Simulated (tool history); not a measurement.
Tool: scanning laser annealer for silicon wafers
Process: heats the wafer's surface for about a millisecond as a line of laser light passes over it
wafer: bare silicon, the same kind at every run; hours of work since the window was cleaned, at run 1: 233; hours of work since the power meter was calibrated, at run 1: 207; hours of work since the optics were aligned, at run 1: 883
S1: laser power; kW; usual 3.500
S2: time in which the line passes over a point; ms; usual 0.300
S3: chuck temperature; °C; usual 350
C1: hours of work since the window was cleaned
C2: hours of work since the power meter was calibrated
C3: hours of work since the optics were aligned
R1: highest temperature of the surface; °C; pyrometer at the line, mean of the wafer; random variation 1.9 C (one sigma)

{"run": 1, "hour": 0.0, "S1": 3.5, "S2": 0.3, "S3": 350, "C1": 233, "C2": 207, "C3": 883, "R1": 1162}
{"run": 2, "hour": 33.2, "S1": 3.5, "S2": 0.3, "S3": 350, "C1": 246, "C2": 220, "C3": 896, "R1": 1160}
{"run": 3, "hour": 60.4, "S1": 3.5, "S2": 0.3, "S3": 378, "C1": 257, "C2": 231, "C3": 907, "R1": 1189}
{"run": 4, "hour": 100.7, "S1": 3.5, "S2": 0.3, "S3": 350, "C1": 273, "C2": 247, "C3": 923, "R1": 1158}
{"run": 5, "hour": 121.8, "S1": 3.5, "S2": 0.3, "S3": 350, "C1": 282, "C2": 256, "C3": 931, "R1": 1159}
{"run": 6, "hour": 146.5, "S1": 3.5, "S2": 0.3, "S3": 350, "C1": 292, "C2": 265, "C3": 941, "R1": 1156}
{"run": 7, "hour": 182.1, "S1": 3.5, "S2": 0.3, "S3": 350, "C1": 306, "C2": 280, "C3": 956, "R1": 1158}
{"run": 8, "hour": 203.7, "S1": 3.5, "S2": 0.3, "S3": 350, "C1": 315, "C2": 288, "C3": 964, "R1": 1158}
{"run": 9, "hour": 232.1, "S1": 3.5, "S2": 0.3, "S3": 350, "C1": 326, "C2": 300, "C3": 976, "R1": 1153}
{"run": 10, "hour": 266.7, "S1": 3.5, "S2": 0.3, "S3": 350, "C1": 340, "C2": 314, "C3": 989, "R1": 1152}
{"hour": 273.1, "done": "window over the wafer cleaned"}
{"run": 11, "hour": 293.3, "S1": 3.5, "S2": 0.284, "S3": 350, "C1": 8, "C2": 323, "C3": 999, "R1": 1123}
{"hour": 312.3, "done": "optics aligned, line set to its width"}
{"run": 12, "hour": 342.7, "S1": 3.5, "S2": 0.284, "S3": 350, "C1": 26, "C2": 341, "C3": 12, "R1": 1142}
{"run": 13, "hour": 387.0, "S1": 3.5, "S2": 0.284, "S3": 350, "C1": 44, "C2": 359, "C3": 30, "R1": 1139}
{"hour": 392.5, "done": "window over the wafer cleaned, once more"}
{"run": 14, "hour": 440.3, "S1": 3.5, "S2": 0.38, "S3": 350, "C1": 19, "C2": 380, "C3": 50, "R1": 1305}
{"run": 15, "hour": 467.0, "S1": 3.5, "S2": 0.3, "S3": 350, "C1": 30, "C2": 390, "C3": 61, "R1": 1182}
{"run": 16, "hour": 507.4, "S1": 3.5, "S2": 0.348, "S3": 350, "C1": 46, "C2": 406, "C3": 77, "R1": 1259}
{"run": 17, "hour": 558.6, "S1": 3.52, "S2": 0.302, "S3": 342, "C1": 67, "C2": 427, "C3": 98, "R1": 1179}
{"run": 18, "hour": 598.4, "S1": 3.52, "S2": 0.302, "S3": 342, "C1": 82, "C2": 443, "C3": 114, "R1": 1180}
{"run": 19, "hour": 623.4, "S1": 3.52, "S2": 0.302, "S3": 342, "C1": 92, "C2": 453, "C3": 124, "R1": 1178}
{"run": 20, "hour": 650.3, "S1": 3.794, "S2": 0.228, "S3": 342, "C1": 103, "C2": 464, "C3": 135, "R1": 1105}
{"run": 21, "hour": 674.6, "S1": 3.022, "S2": 0.291, "S3": 328, "C1": 113, "C2": 473, "C3": 144, "R1": 1026}
{"run": 22, "hour": 726.0, "S1": 3.165, "S2": 0.31, "S3": 350, "C1": 134, "C2": 494, "C3": 165, "R1": 1110}
{"run": 23, "hour": 765.6, "S1": 3.165, "S2": 0.31, "S3": 350, "C1": 149, "C2": 510, "C3": 181, "R1": 1115}
{"run": 24, "hour": 814.2, "S1": 3.413, "S2": 0.289, "S3": 350, "C1": 169, "C2": 529, "C3": 200, "R1": 1136}
{"run": 25, "hour": 835.6, "S1": 3.413, "S2": 0.289, "S3": 350, "C1": 178, "C2": 538, "C3": 209, "R1": 1136}
{"run": 26, "hour": 866.3, "S1": 3.827, "S2": 0.278, "S3": 350, "C1": 190, "C2": 550, "C3": 221, "R1": 1214}
{"run": 27, "hour": 901.3, "S1": 3.827, "S2": 0.311, "S3": 348, "C1": 204, "C2": 564, "C3": 235, "R1": 1268}
{"run": 28, "hour": 927.9, "S1": 3.827, "S2": 0.311, "S3": 348, "C1": 214, "C2": 575, "C3": 246, "R1": 1269}
{"run": 29, "hour": 953.9, "S1": 3.577, "S2": 0.282, "S3": 385, "C1": 225, "C2": 585, "C3": 256, "R1": 1197}
{"run": 30, "hour": 978.8, "S1": 3.5, "S2": 0.3, "S3": 319, "C1": 235, "C2": 595, "C3": 266, "R1": 1139}

The same runs without the tool's hidden state, with the same run-to-run variation:
The hidden state here: light that passes the window, % of a clean one's; laser's true power over the reading, %; width of the line over the set one, %; drift of the gauge itself on peak_c, C.
run=1 R1=1186
run=2 R1=1185
run=3 R1=1214
run=4 R1=1184
run=5 R1=1185
run=6 R1=1184
run=7 R1=1186
run=8 R1=1186
run=9 R1=1182
run=10 R1=1182
run=11 R1=1157
run=12 R1=1161
run=13 R1=1159
run=14 R1=1310
run=15 R1=1186
run=16 R1=1264
run=17 R1=1185
run=18 R1=1187
run=19 R1=1185
run=20 R1=1112
run=21 R1=1033
run=22 R1=1118
run=23 R1=1124
run=24 R1=1146
run=25 R1=1147
run=26 R1=1227
run=27 R1=1282
run=28 R1=1284
run=29 R1=1210
run=30 R1=1153
